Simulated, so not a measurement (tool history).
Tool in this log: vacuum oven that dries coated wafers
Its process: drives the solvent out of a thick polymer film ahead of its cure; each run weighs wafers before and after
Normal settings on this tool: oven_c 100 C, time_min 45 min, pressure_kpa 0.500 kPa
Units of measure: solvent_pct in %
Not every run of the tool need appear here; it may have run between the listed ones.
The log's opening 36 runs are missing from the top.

run	hour	oven_c	time_min	pressure_kpa	solvent_pct
37	1742.3	89	58	0.291	3.10
38	1803.4	100	29	0.500	4.17
39	1838.9	100	29	0.500	4.12
40	1876.5	96	33	1.251	4.70
41	1919.5	94	45	1.536	3.69
42	1971.0	94	45	1.536	3.67
43	2030.2	93	69	1.141	1.92
44	2081.1	93	69	1.141	1.95
45	2136.0	100	27	0.678	4.60
46	2184.4	100	27	0.678	4.58

Alternative continuations, all from the tool just after run 46; predict every row:
A	2219.1	87	29	0.326	?
B	2219.1	98	60	1.656	?
C	2219.1	97	45	0.329	?
D	2219.1	86	26	0.500	?

run	solvent_pct
A	7.68
B	1.77
C	2.51
D	8.61
Take away the tool's hidden state, keep each run's random variation, and the runs would have read:
run	solvent_pct
A	7.68
B	1.77
C	2.51
D	8.61

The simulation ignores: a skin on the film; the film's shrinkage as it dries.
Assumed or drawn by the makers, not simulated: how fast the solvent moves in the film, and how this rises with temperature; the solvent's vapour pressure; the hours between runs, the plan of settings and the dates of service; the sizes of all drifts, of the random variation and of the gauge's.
